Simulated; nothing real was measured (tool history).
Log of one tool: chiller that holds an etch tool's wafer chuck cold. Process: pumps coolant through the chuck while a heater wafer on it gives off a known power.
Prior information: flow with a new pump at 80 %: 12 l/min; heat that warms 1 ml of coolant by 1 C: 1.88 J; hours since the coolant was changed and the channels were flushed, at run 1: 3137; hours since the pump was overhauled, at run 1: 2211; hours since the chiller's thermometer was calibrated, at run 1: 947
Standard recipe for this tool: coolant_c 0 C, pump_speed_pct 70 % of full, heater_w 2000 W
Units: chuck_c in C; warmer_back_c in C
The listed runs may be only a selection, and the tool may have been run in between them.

run	hour	coolant_c	pump_speed_pct	heater_w	hours since the coolant was changed and the channels were flushed	hours since the pump was overhauled	hours since the chiller's thermometer was calibrated	chuck_c	warmer_back_c
1	0.0	0	70	2000	3137	2211	947	16.0	6.19
2	61.8	0	70	2000	3199	2273	1009	15.9	6.25
3	132.1	0	70	2000	3269	2343	1079	15.9	6.14
4	197.4	0	70	2000	3335	2409	1144	16.0	6.19
5	295.4	0	70	2000	3433	2507	1242	16.1	6.16
6	414.9	0	70	2000	3552	2626	1362	16.1	6.22
7	495.5	9	70	2000	3633	2707	1442	25.0	6.16
# hour 571.6: coolant changed, channels flushed
8	625.7	-4	70	2000	54	2831	1566	12.0	6.16
9	735.1	-4	70	2000	164	2940	1676	12.1	6.16
10	822.4	-4	70	2169	251	3028	1763	13.5	6.74
11	906.8	-4	70	2169	335	3112	1847	13.5	6.67
12	987.9	-3	70	2000	416	3193	1929	13.2	6.20
13	1066.8	-3	70	2000	495	3272	2008	13.3	6.17
14	1158.2	-3	70	2000	587	3364	2099	13.0	6.12
15	1241.0	0	70	2000	669	3446	2182	15.9	6.12
16	1312.1	0	70	2000	740	3517	2253	16.1	6.08
17	1425.4	9	82	2467	854	3631	2366	26.1	6.25
18	1493.4	9	82	2467	922	3699	2434	25.9	6.32
19	1556.6	8	80	1071	985	3762	2497	15.5	2.72
20	1626.2	8	80	1071	1055	3832	2567	15.5	2.79
21	1720.9	1	81	1450	1149	3926	2662	11.1	3.75
22	1794.0	1	84	1074	1222	3999	2735	8.2	2.64
23	1893.9	-8	87	1074	1322	4099	2835	-1.1	2.48
24	1962.6	3	83	2733	1391	4168	2903	21.6	6.92
25	2054.2	-3	94	1386	1483	4259	2995	5.7	2.97
26	2157.3	-3	79	1386	1586	4363	3098	6.9	3.62
27	2211.7	-8	79	1386	1640	4417	3152	1.9	3.58
28	2297.4	-8	79	1386	1726	4503	3238	1.7	3.57
29	2376.7	-8	79	1386	1805	4582	3317	1.8	3.62
# hour 2488.8: coolant pump overhauled
30	2514.1	9	99	1593	1938	25	3450	18.1	3.21
31	2640.2	9	99	1593	2064	151	3576	18.3	3.19

Below are 5 alternative next runs, each starting from the tool's condition after run 31. Predict each:
A	2757.4	9	92	1593	2181	269	3693	?	?
B	2757.4	10	70	2000	2181	269	3693	?	?
C	2757.4	-1	70	2000	2181	269	3693	?	?
D	2757.4	-3	62	1593	2181	269	3693	?	?
E	2757.4	-3	60	2725	2181	269	3693	?	?

run	chuck_c	warmer_back_c
A	18.8	3.46
B	26.0	6.04
C	15.0	6.05
D	11.4	5.47
E	22.3	9.81
Without the tool's unlogged condition, the same runs would have read:
run	chuck_c	warmer_back_c
A	18.8	3.64
B	26.0	6.22
C	15.0	6.23
D	11.4	5.65
E	22.3	9.98
